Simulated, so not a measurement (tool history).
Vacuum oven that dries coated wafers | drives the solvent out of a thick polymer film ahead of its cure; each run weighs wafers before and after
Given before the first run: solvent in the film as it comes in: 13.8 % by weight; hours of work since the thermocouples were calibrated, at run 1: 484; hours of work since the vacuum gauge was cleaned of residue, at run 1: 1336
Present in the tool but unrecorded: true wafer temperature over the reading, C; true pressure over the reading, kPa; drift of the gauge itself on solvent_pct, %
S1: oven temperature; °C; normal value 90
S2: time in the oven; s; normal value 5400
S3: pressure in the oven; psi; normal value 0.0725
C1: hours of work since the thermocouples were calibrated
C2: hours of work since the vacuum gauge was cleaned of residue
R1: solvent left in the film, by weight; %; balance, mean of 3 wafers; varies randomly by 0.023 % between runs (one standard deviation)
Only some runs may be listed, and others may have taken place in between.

| run | hour | S1 | S2 | S3 | C1 | C2 | R1 |
|---|---|---|---|---|---|---|---|
| 1 | 0 | 90 | 5400 | 0.0725 | 484 | 1336 | 0.74 |
| 2 | 72.4 | 90 | 5400 | 0.0725 | 522 | 1374 | 0.79 |
| 3 | 103.4 | 90 | 5400 | 0.0725 | 538 | 1390 | 0.75 |
| 4 | 161.9 | 90 | 5400 | 0.0725 | 569 | 1421 | 0.81 |
| 5 | 211.4 | 90 | 3720 | 0.0725 | 594 | 1447 | 1.59 |
| 6 | 248.5 | 90 | 3720 | 0.0725 | 614 | 1466 | 1.57 |
| 7 | 291.6 | 90 | 7620 | 0.0725 | 636 | 1489 | 0.47 |
|  | 300.5 | oven's thermocouples calibrated |
| 8 | 365.3 | 90 | 7620 | 0.0725 | 34 | 1526 | 0.48 |
| 9 | 424.4 | 80 | 7620 | 0.0725 | 65 | 1557 | 1.57 |
| 10 | 490.2 | 75 | 2760 | 0.0934 | 99 | 1591 | 6.37 |
| 11 | 529.8 | 75 | 7680 | 0.0392 | 120 | 1612 | 2.35 |
| 12 | 563.7 | 96 | 4980 | 0.1369 | 137 | 1630 | 0.65 |
|  | 570.2 | oven's thermocouples calibrated, once more |
| 13 | 613.7 | 85 | 4080 | 0.0664 | 23 | 1655 | 1.99 |
| 14 | 654.7 | 99 | 8160 | 0.0448 | 44 | 1676 | 0.18 |
| 15 | 685.6 | 96 | 3360 | 0.0448 | 60 | 1692 | 0.84 |
| 16 | 735.6 | 96 | 3360 | 0.0448 | 86 | 1718 | 0.85 |
| 17 | 782.5 | 105 | 3360 | 0.1469 | 111 | 1743 | 0.41 |

For some of the steps in R1 from one run to the next: how much would appear even if the tool had no hidden state, given the settings, what came in and random variation, and how much remains for the hidden state plus any gauge scatter that the measured result and the result without hidden state don't share?
Run 9 -> 10: S1 80 -> 75, S2 7620 -> 2760, S3 0.0725 -> 0.0934. R1 +4.8 %: hidden state +0.13, all else +4.67.
Run 11 -> 12: S1 75 -> 96, S2 7680 -> 4980, S3 0.0392 -> 0.1369. R1 -1.7 %: hidden state -0.38, all else -1.32.
